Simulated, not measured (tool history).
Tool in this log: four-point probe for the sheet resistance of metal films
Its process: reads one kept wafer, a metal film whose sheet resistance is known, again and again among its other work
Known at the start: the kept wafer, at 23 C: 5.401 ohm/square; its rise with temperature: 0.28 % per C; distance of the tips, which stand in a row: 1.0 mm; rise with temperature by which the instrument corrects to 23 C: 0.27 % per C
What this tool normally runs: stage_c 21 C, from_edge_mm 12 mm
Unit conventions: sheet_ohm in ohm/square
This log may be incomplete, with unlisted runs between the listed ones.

run    hour  stage_c  from_edge_mm  sheet_ohm
  1       0       21            12    5.42198
  2    34.1       21            12   5.423185
  3    56.4       21            12   5.422132
  4    75.9       21            33   5.403457
  5    96.9       21            33   5.405259
  6   117.6       21            33   5.405056
  7   139.5       21            33   5.404399
  8   156.1       21            33    5.40464
  9   184.4       33            12   5.427143
 10   217.5       33            12   5.424418
 11   235.3       33            12   5.426434
 12   254.6       21             8    5.44386
 13   274.2       21            12   5.416817
 14   310.1       21            12   5.418609
 15   329.7       21             9   5.433307
 16   347.7       19             9   5.433279
 17   377.7       19             9   5.429679
 18   394.6       20            12   5.416244
 19   424.7       20            12   5.414086
 20   453.6       21            12   5.415124
 21   487.8       21            12     5.4135
 22   522.6       21            12   5.415473
 23   558.9       29            12    5.41837
 24   590.1       35            12    5.41944
 25     618       18             4   5.567128
 26     639       18             4   5.567209
 27   677.5       26             3   5.698085
 28     697       26             3   5.699105
 29   728.4       32             5   5.510388
 30   746.2       32             5   5.510549
 31   776.6       22            11   5.414949
 32   815.6       28            12   5.411517
 33   837.6       22            18   5.398176
 34   874.5       22            18    5.39786
 35   902.7       24             9   5.428117
 36   940.2       26            38   5.393998
 37   960.3       19            65   5.390364
 38   981.4       19             3   5.690411
 39  1011.3       22             3   5.692605
 40  1042.4       33            16   5.404364
 41  1069.6       26            16   5.399861
 42  1091.7       18            27   5.390547
 43  1120.4       21             5   5.498398
 44  1145.9       22            11   5.409309

The log once held 2 entries between its listed runs, left out of this copy. Where does each go, and what is different about the tool's unlogged condition between the listed run before it and the listed run after it?
From run 29 to run 30: stage's thermometer calibrated (hour 731.8)
  inner tips' distance over the nominal, %: -0.123 -> -0.127; tips' flats over new ones', %: 64 -> 66; wafer's true temperature over the reading, C: -0.14 -> -0.17
  difference, measured minus the result without the unlogged condition, sheet_ohm: -0.009371 -> -0.010191 ohm/square
From run 34 to run 35: stage's thermometer calibrated, once more (hour 889.5)
  inner tips' distance over the nominal, %: -0.161 -> -0.169; tips' flats over new ones', %: 74 -> 75; wafer's true temperature over the reading, C: -0.18 -> -0.03
  difference, measured minus the result without the unlogged condition, sheet_ohm: -0.012238 -> -0.010377 ohm/square

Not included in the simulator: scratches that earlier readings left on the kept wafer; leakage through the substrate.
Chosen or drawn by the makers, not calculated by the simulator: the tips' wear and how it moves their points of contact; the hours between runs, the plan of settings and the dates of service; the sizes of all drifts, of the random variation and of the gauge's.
